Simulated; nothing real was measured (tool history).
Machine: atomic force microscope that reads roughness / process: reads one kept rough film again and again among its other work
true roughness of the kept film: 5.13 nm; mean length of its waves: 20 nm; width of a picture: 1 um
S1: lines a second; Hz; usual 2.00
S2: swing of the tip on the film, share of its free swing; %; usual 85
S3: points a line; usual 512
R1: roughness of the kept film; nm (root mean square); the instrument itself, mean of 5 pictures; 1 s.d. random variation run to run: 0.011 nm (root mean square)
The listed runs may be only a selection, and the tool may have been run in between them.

run	hour	S1	S2	S3	R1
1	0.0	2.00	85	512	2.615
# hour 16.9: new tip fitted
2	45.0	2.00	85	512	2.629
# hour 60.3: new tip fitted
3	68.7	2.00	85	512	2.626
4	99.3	2.00	85	512	2.615
# hour 102.8: new tip fitted
# hour 146.5: new tip fitted
5	151.5	2.00	72	512	2.929
6	185.2	2.00	72	790	2.953
# hour 189.9: new tip fitted
7	208.0	2.00	85	512	2.594
# hour 232.7: new tip fitted
8	234.9	2.00	85	512	2.618
9	269.7	2.00	85	512	2.617
# hour 275.6: new tip fitted
10	308.6	2.00	85	512	2.605
# hour 318.5: new tip fitted
11	343.4	2.00	85	512	2.603
# hour 362.3: new tip fitted
12	389.3	2.00	85	416	2.596
# hour 404.0: new tip fitted
13	438.8	2.00	85	416	2.610
# hour 448.6: new tip fitted
14	465.4	2.00	85	416	2.599
# hour 490.9: new tip fitted
15	515.8	2.55	85	416	2.455
# hour 537.1: new tip fitted
16	568.9	2.00	55	512	3.194
# hour 581.3: new tip fitted
17	599.5	2.00	55	512	3.212
# hour 626.5: new tip fitted
18	640.9	2.00	55	512	3.228
# hour 671.2: new tip fitted
19	682.5	2.00	55	512	3.221
20	712.2	2.00	85	512	2.623
# hour 717.6: new tip fitted
# hour 761.2: new tip fitted
21	763.6	2.00	85	512	2.612
# hour 805.6: new tip fitted
22	814.9	2.00	85	512	2.615
23	841.4	2.00	56	284	3.148
# hour 848.7: new tip fitted
24	886.6	0.82	85	512	3.011
# hour 893.4: new tip fitted
25	915.5	2.00	69	683	2.998
# hour 937.6: new tip fitted
26	954.0	2.00	69	683	2.996
# hour 982.4: new tip fitted
27	994.0	1.70	71	288	2.941
# hour 1024.8: new tip fitted
28	1041.2	0.98	90	512	2.864
# hour 1070.9: new tip fitted
29	1079.6	0.98	90	512	2.856
30	1102.1	2.93	64	751	2.983
# hour 1116.4: new tip fitted
31	1127.3	2.00	75	301	2.796
# hour 1160.5: new tip fitted
32	1165.9	2.54	62	339	3.029
33	1188.6	1.89	62	339	3.076
# hour 1204.0: new tip fitted
34	1219.1	0.72	72	363	3.174
# hour 1245.9: new tip fitted
35	1269.6	0.72	72	363	3.169
# hour 1288.2: new tip fitted
36	1294.8	0.72	72	363	3.184
# hour 1331.5: new tip fitted
37	1346.7	0.72	72	363	3.162
# hour 1375.7: new tip fitted
38	1392.4	2.95	72	671	2.760
# hour 1417.9: new tip fitted
39	1439.1	2.95	72	671	2.788
# hour 1462.0: new tip fitted
40	1475.0	1.14	83	555	2.930
# hour 1505.7: new tip fitted
41	1515.8	1.51	83	573	2.809
# hour 1550.7: new tip fitted
42	1564.1	2.00	63	290	3.030
# hour 1594.8: new tip fitted
43	1606.0	1.19	76	690	3.051

Run 44 is up next; what results do you expect?
# hour 1638.3: new tip fitted
44	1638.3	2.85	78	942	?

Run 44 gave R1 2.625 nm (root mean square).
With no hidden state in the tool, this same run would have given R1 2.625 nm (root mean square).
